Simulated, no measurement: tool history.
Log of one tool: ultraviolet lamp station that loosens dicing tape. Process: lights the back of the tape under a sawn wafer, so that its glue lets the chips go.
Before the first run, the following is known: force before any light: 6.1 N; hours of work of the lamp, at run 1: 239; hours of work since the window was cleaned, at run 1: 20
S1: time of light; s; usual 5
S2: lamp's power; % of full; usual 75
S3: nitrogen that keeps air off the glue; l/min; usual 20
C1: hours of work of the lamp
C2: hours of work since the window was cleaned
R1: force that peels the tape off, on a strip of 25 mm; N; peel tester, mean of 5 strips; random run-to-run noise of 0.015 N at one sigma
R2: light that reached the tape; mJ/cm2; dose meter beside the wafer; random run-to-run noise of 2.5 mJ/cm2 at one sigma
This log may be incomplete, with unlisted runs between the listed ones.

| run | hour | S1 | S2 | S3 | C1 | C2 | R1 | R2 |
|---|---|---|---|---|---|---|---|---|
| 1 | 0 | 5 | 75 | 20 | 239 | 20 | 0.759 | 278 |
| 2 | 9.3 | 5 | 75 | 20 | 245 | 26 | 0.784 | 275 |
| 3 | 16 | 5 | 75 | 20 | 249 | 30 | 0.794 | 271 |
| 4 | 24.4 | 5 | 75 | 20 | 255 | 36 | 0.765 | 276 |
| 5 | 28.4 | 5 | 75 | 20 | 257 | 38 | 0.787 | 276 |
| 6 | 33.4 | 5 | 76 | 20 | 261 | 42 | 0.784 | 277 |
| 7 | 37.5 | 5 | 76 | 20 | 263 | 44 | 0.805 | 275 |
| 8 | 44.4 | 5 | 76 | 20 | 268 | 49 | 0.796 | 277 |
| 9 | 50 | 5 | 76 | 20 | 271 | 52 | 0.781 | 275 |
| 10 | 57.2 | 5 | 75 | 20 | 276 | 57 | 0.784 | 270 |
|  | 58.5 | window cleaned of glue's vapour |
| 11 | 62 | 5 | 75 | 20 | 279 | 2 | 0.844 | 264 |
| 12 | 70.1 | 5 | 75 | 20 | 284 | 7 | 0.84 | 267 |
| 13 | 73.9 | 3 | 85 | 20 | 286 | 10 | 1.514 | 179 |
|  | 76.2 | window cleaned of glue's vapour, once more |
| 14 | 82.3 | 9 | 67 | 32 | 291 | 4 | 0.265 | 439 |
| 15 | 90.3 | 2 | 90 | 20 | 296 | 9 | 2.112 | 131 |
| 16 | 97.3 | 5 | 75 | 9 | 301 | 13 | 1.229 | 272 |
| 17 | 101.9 | 3 | 78 | 10 | 304 | 16 | 2.063 | 169 |
| 18 | 110.1 | 3 | 78 | 10 | 309 | 22 | 2.116 | 172 |
| 19 | 117.6 | 7 | 76 | 20 | 314 | 27 | 0.425 | 379 |
| 20 | 125.7 | 6 | 62 | 17 | 319 | 32 | 0.924 | 270 |

Estimate the outcome of run 21 from the log above:
| 21 | 130.6 | 7 | 75 | 20 | 322 | 35 | ? | ? |

R1: 0.423 N
R2: 382 mJ/cm2
The same run, on a tool lacking any hidden state, would have yielded R1 0.356 N, R2 417 mJ/cm2.
